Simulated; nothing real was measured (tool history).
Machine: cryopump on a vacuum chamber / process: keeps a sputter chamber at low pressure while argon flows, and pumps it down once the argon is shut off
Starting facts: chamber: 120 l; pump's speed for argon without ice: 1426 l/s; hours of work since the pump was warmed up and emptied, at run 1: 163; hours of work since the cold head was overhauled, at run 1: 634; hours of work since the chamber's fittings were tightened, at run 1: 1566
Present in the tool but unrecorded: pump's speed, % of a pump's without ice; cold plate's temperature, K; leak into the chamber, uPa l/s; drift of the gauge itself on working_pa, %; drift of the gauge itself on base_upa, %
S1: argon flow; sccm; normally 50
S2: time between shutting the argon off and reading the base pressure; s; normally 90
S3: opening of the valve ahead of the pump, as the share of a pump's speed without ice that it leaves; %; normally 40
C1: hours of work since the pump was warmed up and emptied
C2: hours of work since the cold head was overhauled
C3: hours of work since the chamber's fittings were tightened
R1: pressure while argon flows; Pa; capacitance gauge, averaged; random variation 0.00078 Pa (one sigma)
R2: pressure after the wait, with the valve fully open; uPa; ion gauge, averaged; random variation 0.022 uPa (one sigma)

run,hour,S1,S2,S3,C1,C2,C3,R1,R2
1,0.0,50,90,40,163,634,1566,0.1537,1.83
2,22.0,50,129,40,181,652,1584,0.1530,1.77
3,36.3,50,129,40,193,664,1596,0.1537,1.76
4,50.9,50,129,40,205,676,1608,0.1540,1.71
5,68.5,50,129,40,220,691,1623,0.1528,1.81
6,84.0,50,90,40,233,704,1636,0.1532,1.91
7,94.9,50,90,24,242,713,1645,0.2536,2.00
8,110.9,50,90,24,255,727,1658,0.2541,1.94
9,123.7,50,90,24,266,737,1669,0.2546,1.95
10,140.7,28,90,24,280,751,1683,0.1410,2.01
11,151.5,28,90,24,289,760,1692,0.1424,2.02
12,161.4,38,71,56,298,769,1700,0.0865,2.12

Here are 5 independent what-if runs from the current tool condition. What would each one return?
A,171.5,39,52,56,306,777,1709,?,?
B,171.5,23,89,48,306,777,1709,?,?
C,171.5,43,217,23,306,777,1709,?,?
D,171.5,33,186,40,306,777,1709,?,?
E,171.5,50,20,57,306,777,1709,?,?

run,R1,R2
A,0.0877,2.30
B,0.0614,2.04
C,0.2294,1.81
D,0.1041,1.84
E,0.1117,3.31
Take away the tool's hidden state, keep each run's random variation, and the runs would have read:
run,R1,R2
A,0.0819,0.83
B,0.0579,0.59
C,0.2229,0.35
D,0.0990,0.39
E,0.1041,1.85
